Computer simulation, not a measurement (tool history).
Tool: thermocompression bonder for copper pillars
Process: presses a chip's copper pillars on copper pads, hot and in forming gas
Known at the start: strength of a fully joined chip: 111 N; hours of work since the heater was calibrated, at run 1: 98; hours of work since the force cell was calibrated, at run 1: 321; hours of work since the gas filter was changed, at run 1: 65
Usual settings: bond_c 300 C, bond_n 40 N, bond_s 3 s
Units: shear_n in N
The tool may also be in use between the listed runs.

| run | hour | bond_c | bond_n | bond_s | hours of work since the heater was calibrated | hours of work since the force cell was calibrated | hours of work since the gas filter was changed | shear_n |
|---|---|---|---|---|---|---|---|---|
| 1 | 0 | 300 | 40 | 3 | 98 | 321 | 65 | 39.8 |
| 2 | 7.6 | 300 | 40 | 3 | 103 | 327 | 71 | 39.7 |
| 3 | 17.3 | 300 | 40 | 3 | 111 | 335 | 78 | 39.4 |
| 4 | 24.6 | 300 | 40 | 3 | 116 | 340 | 84 | 39.8 |
| 5 | 30.1 | 300 | 40 | 3 | 121 | 345 | 88 | 39.3 |
| 6 | 39.4 | 300 | 40 | 3 | 128 | 352 | 95 | 39.1 |
| 7 | 44.9 | 300 | 40 | 4 | 132 | 356 | 100 | 44.1 |
| 8 | 52.7 | 282 | 40 | 3 | 138 | 362 | 106 | 29.6 |
| 9 | 57.8 | 282 | 40 | 3 | 142 | 366 | 109 | 30.3 |
| 10 | 66.9 | 282 | 40 | 3 | 149 | 373 | 116 | 30.6 |
| 11 | 73.6 | 281 | 40 | 3 | 154 | 378 | 122 | 29.4 |
| 12 | 80.4 | 281 | 40 | 3 | 159 | 383 | 127 | 29.5 |
| 13 | 86.7 | 281 | 40 | 2 | 164 | 388 | 132 | 25.2 |
| 14 | 95.8 | 324 | 40 | 3 | 171 | 395 | 139 | 52.6 |
| 15 | 101.9 | 300 | 40 | 3 | 176 | 400 | 143 | 38.8 |
| 16 | 110.4 | 300 | 40 | 3 | 182 | 406 | 150 | 38.8 |
| 17 | 117.4 | 315 | 40 | 3 | 188 | 412 | 155 | 47.1 |
| 18 | 124.2 | 315 | 40 | 3 | 193 | 417 | 160 | 47 |
| 19 | 130.2 | 315 | 40 | 3 | 198 | 422 | 165 | 47.5 |
|  | 132.8 | heater calibrated with a thermocouple chip |
| 20 | 141.2 | 300 | 25 | 3 | 6 | 428 | 172 | 25.3 |
| 21 | 146.5 | 284 | 48 | 3 | 11 | 433 | 176 | 36.8 |
| 22 | 156.3 | 284 | 48 | 3 | 18 | 440 | 184 | 37.2 |
| 23 | 165.9 | 306 | 58 | 5 | 25 | 448 | 191 | 67.7 |
|  | 169.3 | heater calibrated with a thermocouple chip, once more |
| 24 | 178.1 | 318 | 42 | 3 | 7 | 455 | 199 | 49.6 |
| 25 | 185.9 | 276 | 50 | 2 | 13 | 461 | 205 | 27.3 |
|  | 189.9 | forming gas filter changed |
| 26 | 194.9 | 311 | 33 | 3 | 19 | 468 | 4 | 38.1 |
| 27 | 203.6 | 311 | 33 | 3 | 26 | 475 | 11 | 38 |
| 28 | 213.4 | 311 | 33 | 3 | 33 | 482 | 18 | 38 |
| 29 | 220.5 | 291 | 37 | 3 | 39 | 488 | 24 | 31.9 |

The next listed run, before its measurement:
| 30 | 229.7 | 291 | 37 | 3 | 46 | 495 | 31 | ? |

shear_n: 32.1 N
Without the tool's hidden state the same run would have given shear_n 33.1 N.
